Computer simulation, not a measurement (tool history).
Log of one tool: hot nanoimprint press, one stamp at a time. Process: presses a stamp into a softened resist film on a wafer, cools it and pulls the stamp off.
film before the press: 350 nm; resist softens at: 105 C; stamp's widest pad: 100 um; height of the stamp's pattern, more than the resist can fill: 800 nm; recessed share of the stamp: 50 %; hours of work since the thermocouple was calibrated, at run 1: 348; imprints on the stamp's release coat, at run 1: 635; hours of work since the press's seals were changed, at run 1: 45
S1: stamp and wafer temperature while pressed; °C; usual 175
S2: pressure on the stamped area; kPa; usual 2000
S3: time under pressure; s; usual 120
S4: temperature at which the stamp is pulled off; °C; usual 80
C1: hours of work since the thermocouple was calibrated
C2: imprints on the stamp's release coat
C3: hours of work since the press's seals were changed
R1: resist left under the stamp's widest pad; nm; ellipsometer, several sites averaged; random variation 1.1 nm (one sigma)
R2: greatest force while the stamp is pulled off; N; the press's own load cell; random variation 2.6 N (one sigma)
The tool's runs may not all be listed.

run,hour,S1,S2,S3,S4,C1,C2,C3,R1,R2
1,0.0,175,2000,120,80,348,635,45,158.1,142
2,7.5,175,2000,120,80,353,662,49,159.2,135
3,15.3,175,2000,120,80,357,689,53,157.3,143
4,20.1,175,2000,120,80,360,706,56,155.2,142
5,27.2,175,2000,120,80,364,731,60,157.0,147
6,36.2,175,2000,120,80,369,763,65,157.8,140
7,42.4,185,2000,120,80,372,785,68,104.3,143
# hour 54.8: stamp cleaned and given a new release coat
8,55.6,185,2000,118,80,376,2,72,105.9,111
9,59.3,175,2000,120,80,378,16,75,157.5,116
10,67.7,175,2000,120,80,383,45,79,157.3,116
11,73.7,187,2000,120,80,386,67,83,97.1,117
12,77.5,175,2000,120,80,388,80,85,157.2,111
13,85.7,175,2000,120,69,393,109,89,156.4,146
# hour 94.3: plate thermocouple calibrated
14,95.1,174,2000,120,69,0,132,93,173.5,161
15,99.0,172,2000,120,69,3,145,95,188.4,158
16,104.0,172,2000,109,68,5,163,98,195.2,162
17,110.4,180,2750,120,68,9,186,101,116.6,164
18,119.2,181,2560,136,70,14,217,106,110.7,168
19,123.0,175,2000,120,86,16,231,108,168.3,112
20,131.9,168,2950,168,70,21,262,113,170.6,162
21,140.9,168,1870,168,70,26,294,118,200.3,165
22,149.4,168,1870,168,70,31,324,123,201.4,168
23,155.8,168,1870,168,70,34,347,126,200.0,163
24,160.1,175,1540,100,80,37,362,129,198.7,134
25,168.1,181,1400,120,80,41,390,133,154.1,133
26,173.6,181,1400,120,80,44,410,136,154.8,132
27,181.3,181,1360,139,80,48,437,141,147.5,138
28,190.4,181,1360,139,80,53,469,146,146.6,136
29,195.8,183,3090,110,85,56,488,149,101.4,122
30,199.7,167,2000,120,80,59,502,151,227.1,140

The same runs without the tool's hidden state, with the same run-to-run variation:
The hidden state here: true temperature over the reading, C; pressure that arrives at the usual setting, %; grip of the stamp's worn release coat, % over a new coat's; drift of the gauge itself on residual_nm, %; drift of the gauge itself on pull_off_n, %.
run,R1,R2
1,167.5,122
2,168.9,115
3,167.0,122
4,164.9,120
5,166.8,123
6,167.8,117
7,110.7,118
8,112.5,116
9,167.8,121
10,167.7,120
11,103.2,120
12,167.7,113
13,167.0,146
14,172.9,154
15,187.8,151
16,194.7,154
17,116.1,155
18,110.4,157
19,168.1,104
20,170.3,149
21,200.6,151
22,201.8,152
23,200.5,147
24,199.3,120
25,154.7,118
26,155.5,116
27,148.3,121
28,147.5,119
29,101.6,106
30,228.4,121
